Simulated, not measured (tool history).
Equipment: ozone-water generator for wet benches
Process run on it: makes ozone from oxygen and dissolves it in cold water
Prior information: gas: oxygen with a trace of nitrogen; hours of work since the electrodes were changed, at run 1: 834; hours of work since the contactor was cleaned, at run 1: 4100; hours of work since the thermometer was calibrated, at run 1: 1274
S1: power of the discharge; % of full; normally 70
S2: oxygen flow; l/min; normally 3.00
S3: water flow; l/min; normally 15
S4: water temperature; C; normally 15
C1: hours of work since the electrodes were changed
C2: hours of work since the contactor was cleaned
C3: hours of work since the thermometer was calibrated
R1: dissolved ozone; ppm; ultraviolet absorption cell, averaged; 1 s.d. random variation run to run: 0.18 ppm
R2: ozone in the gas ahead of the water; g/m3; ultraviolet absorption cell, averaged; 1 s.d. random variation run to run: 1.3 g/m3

{"run": 1, "hour": 0.0, "S1": 70, "S2": 3.0, "S3": 15, "S4": 15, "C1": 834, "C2": 4100, "C3": 1274, "R1": 23.8, "R2": 239.5}
{"run": 2, "hour": 64.7, "S1": 70, "S2": 3.0, "S3": 15, "S4": 15, "C1": 894, "C2": 4160, "C3": 1335, "R1": 23.8, "R2": 238.7}
{"run": 3, "hour": 184.8, "S1": 70, "S2": 3.0, "S3": 15, "S4": 15, "C1": 1006, "C2": 4273, "C3": 1447, "R1": 23.2, "R2": 240.6}
{"run": 4, "hour": 294.2, "S1": 70, "S2": 3.0, "S3": 15, "S4": 15, "C1": 1109, "C2": 4375, "C3": 1550, "R1": 23.4, "R2": 240.6}
{"run": 5, "hour": 424.5, "S1": 70, "S2": 3.0, "S3": 15, "S4": 15, "C1": 1231, "C2": 4497, "C3": 1671, "R1": 23.5, "R2": 237.7}
{"run": 6, "hour": 548.1, "S1": 70, "S2": 3.0, "S3": 15, "S4": 15, "C1": 1346, "C2": 4612, "C3": 1787, "R1": 23.4, "R2": 239.4}
{"run": 7, "hour": 649.0, "S1": 70, "S2": 3.0, "S3": 15, "S4": 15, "C1": 1440, "C2": 4707, "C3": 1881, "R1": 23.4, "R2": 238.2}
{"run": 8, "hour": 733.4, "S1": 89, "S2": 3.0, "S3": 16, "S4": 15, "C1": 1519, "C2": 4786, "C3": 1960, "R1": 26.4, "R2": 281.1}
{"run": 9, "hour": 832.1, "S1": 70, "S2": 3.0, "S3": 15, "S4": 16, "C1": 1612, "C2": 4878, "C3": 2052, "R1": 23.3, "R2": 237.7}
{"run": 10, "hour": 917.9, "S1": 70, "S2": 3.0, "S3": 15, "S4": 16, "C1": 1692, "C2": 4958, "C3": 2133, "R1": 22.8, "R2": 238.0}

Alternative continuations, all from the tool just after run 10; predict every row:
{"run": "A", "hour": 978.8, "S1": 87, "S2": 3.0, "S3": 15, "S4": 13, "C1": 1749, "C2": 5015, "C3": 2190, "R1": "?", "R2": "?"}
{"run": "B", "hour": 978.8, "S1": 70, "S2": 4.94, "S3": 19, "S4": 17, "C1": 1749, "C2": 5015, "C3": 2190, "R1": "?", "R2": "?"}
{"run": "C", "hour": 978.8, "S1": 70, "S2": 3.0, "S3": 21, "S4": 16, "C1": 1749, "C2": 5015, "C3": 2190, "R1": "?", "R2": "?"}

run=A R1=28.1 R2=277.5
run=B R1=18.0 R2=176.4
run=C R1=16.1 R2=240.9
Take away the tool's hidden state, keep each run's random variation, and the runs would have read:
run=A R1=30.2 R2=283.0
run=B R1=19.4 R2=179.5
run=C R1=17.4 R2=245.1
